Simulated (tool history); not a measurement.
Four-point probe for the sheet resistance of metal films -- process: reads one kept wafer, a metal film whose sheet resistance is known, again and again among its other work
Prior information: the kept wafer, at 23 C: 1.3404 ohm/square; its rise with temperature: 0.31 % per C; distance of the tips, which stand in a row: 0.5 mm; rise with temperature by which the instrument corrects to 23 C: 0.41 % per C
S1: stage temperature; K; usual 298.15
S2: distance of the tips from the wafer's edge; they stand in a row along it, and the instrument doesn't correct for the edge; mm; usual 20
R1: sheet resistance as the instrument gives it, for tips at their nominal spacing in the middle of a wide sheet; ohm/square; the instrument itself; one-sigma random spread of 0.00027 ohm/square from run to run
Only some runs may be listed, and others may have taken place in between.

{"run": 1, "hour": 0.0, "S1": 298.15, "S2": 20, "R1": 1.330421}
{"run": 2, "hour": 31.9, "S1": 298.15, "S2": 20, "R1": 1.330427}
{"run": 3, "hour": 91.5, "S1": 298.15, "S2": 20, "R1": 1.33045}
{"run": 4, "hour": 132.3, "S1": 298.15, "S2": 20, "R1": 1.330561}
{"run": 5, "hour": 194.2, "S1": 298.15, "S2": 20, "R1": 1.330791}
{"run": 6, "hour": 263.6, "S1": 298.15, "S2": 20, "R1": 1.330314}
{"run": 7, "hour": 313.3, "S1": 298.15, "S2": 20, "R1": 1.331124}
{"run": 8, "hour": 359.3, "S1": 298.15, "S2": 20, "R1": 1.330925}
{"run": 9, "hour": 421.9, "S1": 303.15, "S2": 20, "R1": 1.325303}
{"run": 10, "hour": 466.8, "S1": 303.15, "S2": 20, "R1": 1.324967}
{"run": 11, "hour": 526.8, "S1": 297.15, "S2": 20, "R1": 1.331564}
{"run": 12, "hour": 560.1, "S1": 297.15, "S2": 20, "R1": 1.332313}
{"run": 13, "hour": 623.0, "S1": 297.15, "S2": 20, "R1": 1.332595}
{"run": 14, "hour": 684.8, "S1": 297.15, "S2": 20, "R1": 1.33228}
{"run": 15, "hour": 755.9, "S1": 297.15, "S2": 20, "R1": 1.332248}
{"run": 16, "hour": 801.0, "S1": 297.15, "S2": 20, "R1": 1.332172}
{"run": 17, "hour": 845.1, "S1": 297.15, "S2": 20, "R1": 1.331985}
{"hour": 883.5, "done": "stage's thermometer calibrated"}
{"run": 18, "hour": 905.7, "S1": 297.15, "S2": 20, "R1": 1.3312}
{"run": 19, "hour": 969.1, "S1": 297.15, "S2": 20, "R1": 1.331891}
{"run": 20, "hour": 998.9, "S1": 297.15, "S2": 20, "R1": 1.331793}
{"run": 21, "hour": 1057.8, "S1": 297.15, "S2": 20, "R1": 1.331393}
{"run": 22, "hour": 1117.6, "S1": 295.15, "S2": 20, "R1": 1.333596}
{"run": 23, "hour": 1188.3, "S1": 295.15, "S2": 20, "R1": 1.333815}
{"hour": 1241.9, "done": "stage's thermometer calibrated, once more"}
{"run": 24, "hour": 1254.9, "S1": 292.15, "S2": 21, "R1": 1.341923}
{"run": 25, "hour": 1325.2, "S1": 299.15, "S2": 19, "R1": 1.333784}
{"run": 26, "hour": 1382.6, "S1": 298.15, "S2": 5, "R1": 1.342224}
{"run": 27, "hour": 1449.3, "S1": 307.15, "S2": 8, "R1": 1.327188}
{"run": 28, "hour": 1488.0, "S1": 296.15, "S2": 8, "R1": 1.339786}
{"run": 29, "hour": 1558.2, "S1": 296.15, "S2": 8, "R1": 1.340575}
{"run": 30, "hour": 1600.7, "S1": 296.15, "S2": 8, "R1": 1.33998}
{"run": 31, "hour": 1662.0, "S1": 296.15, "S2": 8, "R1": 1.340371}
{"run": 32, "hour": 1712.0, "S1": 301.15, "S2": 70, "R1": 1.331881}
{"run": 33, "hour": 1770.1, "S1": 307.15, "S2": 3, "R1": 1.344301}
{"run": 34, "hour": 1806.4, "S1": 306.15, "S2": 7, "R1": 1.329103}
{"run": 35, "hour": 1849.8, "S1": 294.15, "S2": 24, "R1": 1.340257}
{"run": 36, "hour": 1880.2, "S1": 297.15, "S2": 6, "R1": 1.341518}
{"run": 37, "hour": 1934.7, "S1": 305.15, "S2": 40, "R1": 1.327013}
{"run": 38, "hour": 1999.0, "S1": 296.15, "S2": 20, "R1": 1.338201}
{"run": 39, "hour": 2067.9, "S1": 295.15, "S2": 5, "R1": 1.346435}
{"run": 40, "hour": 2118.4, "S1": 295.15, "S2": 5, "R1": 1.345689}
{"run": 41, "hour": 2154.6, "S1": 308.15, "S2": 9, "R1": 1.326012}
{"run": 42, "hour": 2185.9, "S1": 304.15, "S2": 3, "R1": 1.34768}
{"run": 43, "hour": 2235.4, "S1": 307.15, "S2": 25, "R1": 1.325355}
{"run": 44, "hour": 2301.7, "S1": 307.15, "S2": 65, "R1": 1.325363}

Alternative continuations, all from the tool just after run 44; predict every row:
{"run": "A", "hour": 2352.6, "S1": 294.15, "S2": 4, "R1": "?"}
{"run": "B", "hour": 2352.6, "S1": 304.15, "S2": 22, "R1": "?"}
{"run": "C", "hour": 2352.6, "S1": 291.15, "S2": 16, "R1": "?"}
{"run": "D", "hour": 2352.6, "S1": 296.15, "S2": 5, "R1": "?"}
{"run": "E", "hour": 2352.6, "S1": 299.15, "S2": 25, "R1": "?"}

run=A R1=1.351563
run=B R1=1.328943
run=C R1=1.345313
run=D R1=1.344793
run=E R1=1.334852
Take away the tool's hidden state, keep each run's random variation, and the runs would have read:
run=A R1=1.353860
run=B R1=1.331165
run=C R1=1.347611
run=D R1=1.347072
run=E R1=1.337103

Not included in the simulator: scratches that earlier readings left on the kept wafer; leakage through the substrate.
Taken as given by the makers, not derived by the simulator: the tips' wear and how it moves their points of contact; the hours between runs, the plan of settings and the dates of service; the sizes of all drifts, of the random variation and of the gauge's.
